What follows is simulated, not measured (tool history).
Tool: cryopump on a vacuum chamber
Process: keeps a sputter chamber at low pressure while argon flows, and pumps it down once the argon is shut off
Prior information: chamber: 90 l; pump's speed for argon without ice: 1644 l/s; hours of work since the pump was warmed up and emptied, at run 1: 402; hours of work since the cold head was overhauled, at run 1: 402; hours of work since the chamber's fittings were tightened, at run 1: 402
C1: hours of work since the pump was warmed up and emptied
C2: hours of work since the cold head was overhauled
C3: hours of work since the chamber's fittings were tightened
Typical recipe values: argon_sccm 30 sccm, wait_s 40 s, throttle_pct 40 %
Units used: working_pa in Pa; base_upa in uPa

{"run": 1, "hour": 0.0, "argon_sccm": 30, "wait_s": 40, "throttle_pct": 40, "C1": 402, "C2": 402, "C3": 402, "working_pa": 0.0795, "base_upa": 2.32}
{"run": 2, "hour": 47.0, "argon_sccm": 29, "wait_s": 40, "throttle_pct": 40, "C1": 423, "C2": 423, "C3": 423, "working_pa": 0.0765, "base_upa": 2.35}
{"run": 3, "hour": 127.3, "argon_sccm": 16, "wait_s": 40, "throttle_pct": 40, "C1": 458, "C2": 458, "C3": 458, "working_pa": 0.043, "base_upa": 2.54}
{"run": 4, "hour": 170.3, "argon_sccm": 24, "wait_s": 40, "throttle_pct": 40, "C1": 477, "C2": 477, "C3": 477, "working_pa": 0.0638, "base_upa": 2.55}
{"run": 5, "hour": 225.8, "argon_sccm": 13, "wait_s": 40, "throttle_pct": 40, "C1": 502, "C2": 502, "C3": 502, "working_pa": 0.0344, "base_upa": 2.64}
{"run": 6, "hour": 295.6, "argon_sccm": 13, "wait_s": 40, "throttle_pct": 40, "C1": 533, "C2": 533, "C3": 533, "working_pa": 0.0333, "base_upa": 2.71}
{"run": 7, "hour": 343.5, "argon_sccm": 13, "wait_s": 40, "throttle_pct": 40, "C1": 554, "C2": 554, "C3": 554, "working_pa": 0.0354, "base_upa": 2.83}
{"run": 8, "hour": 402.8, "argon_sccm": 13, "wait_s": 40, "throttle_pct": 40, "C1": 580, "C2": 580, "C3": 580, "working_pa": 0.0349, "base_upa": 2.9}
{"run": 9, "hour": 451.8, "argon_sccm": 30, "wait_s": 40, "throttle_pct": 40, "C1": 602, "C2": 602, "C3": 602, "working_pa": 0.0806, "base_upa": 2.94}
{"run": 10, "hour": 517.8, "argon_sccm": 30, "wait_s": 40, "throttle_pct": 40, "C1": 631, "C2": 631, "C3": 631, "working_pa": 0.0802, "base_upa": 3.0}
{"run": 11, "hour": 575.0, "argon_sccm": 30, "wait_s": 40, "throttle_pct": 39, "C1": 657, "C2": 657, "C3": 657, "working_pa": 0.0842, "base_upa": 3.06}
{"run": 12, "hour": 640.5, "argon_sccm": 30, "wait_s": 40, "throttle_pct": 39, "C1": 686, "C2": 686, "C3": 686, "working_pa": 0.0833, "base_upa": 3.19}
{"run": 13, "hour": 704.0, "argon_sccm": 30, "wait_s": 40, "throttle_pct": 39, "C1": 714, "C2": 714, "C3": 714, "working_pa": 0.0835, "base_upa": 3.25}
{"run": 14, "hour": 751.5, "argon_sccm": 52, "wait_s": 29, "throttle_pct": 27, "C1": 735, "C2": 735, "C3": 735, "working_pa": 0.2074, "base_upa": 3.67}
{"run": 15, "hour": 807.8, "argon_sccm": 25, "wait_s": 49, "throttle_pct": 27, "C1": 760, "C2": 760, "C3": 760, "working_pa": 0.0987, "base_upa": 3.15}
{"run": 16, "hour": 867.0, "argon_sccm": 20, "wait_s": 151, "throttle_pct": 26, "C1": 786, "C2": 786, "C3": 786, "working_pa": 0.0832, "base_upa": 2.61}
{"run": 17, "hour": 922.8, "argon_sccm": 30, "wait_s": 43, "throttle_pct": 40, "C1": 811, "C2": 811, "C3": 811, "working_pa": 0.0819, "base_upa": 3.3}
{"run": 18, "hour": 996.6, "argon_sccm": 30, "wait_s": 43, "throttle_pct": 40, "C1": 843, "C2": 843, "C3": 843, "working_pa": 0.0825, "base_upa": 3.48}
{"run": 19, "hour": 1038.6, "argon_sccm": 12, "wait_s": 21, "throttle_pct": 18, "C1": 862, "C2": 862, "C3": 862, "working_pa": 0.0712, "base_upa": 4.77}
{"run": 20, "hour": 1119.3, "argon_sccm": 12, "wait_s": 21, "throttle_pct": 18, "C1": 898, "C2": 898, "C3": 898, "working_pa": 0.0699, "base_upa": 4.78}
{"run": 21, "hour": 1182.9, "argon_sccm": 43, "wait_s": 96, "throttle_pct": 40, "C1": 926, "C2": 926, "C3": 926, "working_pa": 0.1187, "base_upa": 3.21}
{"run": 22, "hour": 1235.6, "argon_sccm": 43, "wait_s": 96, "throttle_pct": 53, "C1": 949, "C2": 949, "C3": 949, "working_pa": 0.0922, "base_upa": 3.34}
{"run": 23, "hour": 1305.6, "argon_sccm": 30, "wait_s": 40, "throttle_pct": 23, "C1": 980, "C2": 980, "C3": 980, "working_pa": 0.141, "base_upa": 4.17}
{"run": 24, "hour": 1339.6, "argon_sccm": 30, "wait_s": 20, "throttle_pct": 55, "C1": 995, "C2": 995, "C3": 995, "working_pa": 0.0632, "base_upa": 5.29}
{"run": 25, "hour": 1411.3, "argon_sccm": 16, "wait_s": 222, "throttle_pct": 55, "C1": 1027, "C2": 1027, "C3": 1027, "working_pa": 0.0332, "base_upa": 3.27}

Each row is a separate what-if for the run after 25, all from the same tool condition, not one after another. Results?
{"hour": 1442.3, "done": "leaking fittings of the chamber tightened, without venting"}
{"run": "A", "hour": 1479.7, "argon_sccm": 47, "wait_s": 40, "throttle_pct": 40, "C1": 1056, "C2": 1056, "C3": 17, "working_pa": "?", "base_upa": "?"}
{"hour": 1442.3, "done": "leaking fittings of the chamber tightened, without venting"}
{"run": "B", "hour": 1479.7, "argon_sccm": 30, "wait_s": 31, "throttle_pct": 26, "C1": 1056, "C2": 1056, "C3": 17, "working_pa": "?", "base_upa": "?"}
{"hour": 1442.3, "done": "leaking fittings of the chamber tightened, without venting"}
{"run": "C", "hour": 1479.7, "argon_sccm": 20, "wait_s": 100, "throttle_pct": 35, "C1": 1056, "C2": 1056, "C3": 17, "working_pa": "?", "base_upa": "?"}

run=A working_pa=0.1331 base_upa=1.41
run=B working_pa=0.1241 base_upa=1.77
run=C working_pa=0.0635 base_upa=0.75
Stripped of hidden state, with their random variation kept, the same runs would have yielded:
run=A working_pa=0.1220 base_upa=1.29
run=B working_pa=0.1171 base_upa=1.65
run=C working_pa=0.0588 base_upa=0.62
